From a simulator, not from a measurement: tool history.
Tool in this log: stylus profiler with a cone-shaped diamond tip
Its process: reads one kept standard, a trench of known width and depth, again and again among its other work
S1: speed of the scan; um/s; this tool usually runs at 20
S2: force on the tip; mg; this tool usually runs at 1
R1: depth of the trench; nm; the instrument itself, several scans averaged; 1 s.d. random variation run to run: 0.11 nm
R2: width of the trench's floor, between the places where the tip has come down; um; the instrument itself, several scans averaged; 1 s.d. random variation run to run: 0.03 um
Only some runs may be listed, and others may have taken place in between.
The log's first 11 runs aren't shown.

Run 12, day 18.783: usual settings but S2 1.02 mg. Result: R1 201.91 nm, R2 47.1 um.
Run 13, day 20.058: usual settings but S2 1.02 mg. Result: R1 201.79 nm, R2 47.09 um.
Run 14, day 21.392: usual settings but S2 1.02 mg. Result: R1 201.78 nm, R2 47.09 um.
Run 15, day 22.729: usual settings. Result: R1 201.8 nm, R2 47.12 um.
Run 16, day 24.054: usual settings. Result: R1 201.7 nm, R2 47.12 um.
Run 17, day 25.617: usual settings but S1 11 um/s, S2 0.53 mg. Result: R1 201.19 nm, R2 47.11 um.
Run 18, day 26.708: usual settings but S1 15 um/s, S2 0.81 mg. Result: R1 201.55 nm, R2 47.12 um.
Run 19, day 29.183: usual settings but S1 15 um/s, S2 0.81 mg. Result: R1 201.64 nm, R2 47.11 um.
Run 20, day 31.496: usual settings but S1 54 um/s, S2 0.47 mg. Result: R1 201.01 nm, R2 46.8 um.
Run 21, day 33.792: usual settings but S1 54 um/s, S2 0.47 mg. Result: R1 201.03 nm, R2 46.85 um.
Run 22, day 35.292: usual settings but S1 54 um/s, S2 0.47 mg. Result: R1 201.14 nm, R2 46.88 um.
Run 23, day 36.604: usual settings but S1 26 um/s, S2 1.1 mg. Result: R1 201.72 nm, R2 47.09 um.
Run 24, day 38.338: usual settings but S1 44 um/s, S2 2.24 mg. Result: R1 202.73 nm, R2 47.07 um.
Run 25, day 39.783: usual settings but S1 8 um/s, S2 0.79 mg. Result: R1 201.5 nm, R2 47.18 um.

Forecast run 26:
Run 26, day 41.929: usual settings but S1 5 um/s, S2 0.42 mg. Result: R1 ?, R2 ?.

{"run 26": {"R1": 200.94, "R2": 47.17}}
The same run, on a tool lacking any hidden state, would have yielded R1 200.92 nm, R2 47.19 um.
